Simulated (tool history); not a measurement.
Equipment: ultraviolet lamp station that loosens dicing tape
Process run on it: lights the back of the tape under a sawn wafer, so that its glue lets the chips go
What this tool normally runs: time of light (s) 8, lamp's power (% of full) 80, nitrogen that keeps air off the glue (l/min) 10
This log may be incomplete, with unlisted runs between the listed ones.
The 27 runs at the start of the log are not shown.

run,hour,time of light (s),lamp's power (% of full),nitrogen that keeps air off the glue (l/min),hours of work of the lamp,hours of work since the window was cleaned,force that peels the tape off (N),light that reached the tape (J/m2)
28,442.1,6,81,8,733,160,0.608,1710
29,453.4,7,75,17,741,167,0.354,1900
30,473.1,7,79,10,754,181,0.438,1990
31,491.9,7,79,10,767,194,0.431,1980
# hour 502.5: lamp changed
32,514.3,7,79,10,8,208,0.456,1960
# hour 525: window cleaned of glue's vapour
33,529.3,12,80,19,18,3,0.187,3490
34,545.7,13,75,17,29,14,0.187,3520
35,561.8,4,75,16,40,25,0.886,1060
36,573.5,8,75,5,48,33,0.58,2150
37,585.3,8,75,3,56,41,0.773,2140
38,606.4,15,80,10,71,56,0.19,4200
39,617.1,15,80,10,78,63,0.194,4270
40,636.3,15,80,3,91,76,0.274,4280
41,656.6,8,87,4,105,90,0.542,2460
42,677.5,11,61,12,119,104,0.299,2390
43,686.9,11,61,12,126,111,0.315,2380

3 ways to go on from here, each from the tool as it stands after run 43. What would each give?
A,696.8,6,65,4,132,117,?,?
B,696.8,11,87,10,132,117,?,?
C,696.8,10,80,12,132,117,?,?

run,force that peels the tape off (N),light that reached the tape (J/m2)
A,1.176,1370
B,0.22,3420
C,0.237,2800
Without the tool's unlogged condition, the same runs would have read:
run,force that peels the tape off (N),light that reached the tape (J/m2)
A,1.174,1370
B,0.22,3430
C,0.236,2810

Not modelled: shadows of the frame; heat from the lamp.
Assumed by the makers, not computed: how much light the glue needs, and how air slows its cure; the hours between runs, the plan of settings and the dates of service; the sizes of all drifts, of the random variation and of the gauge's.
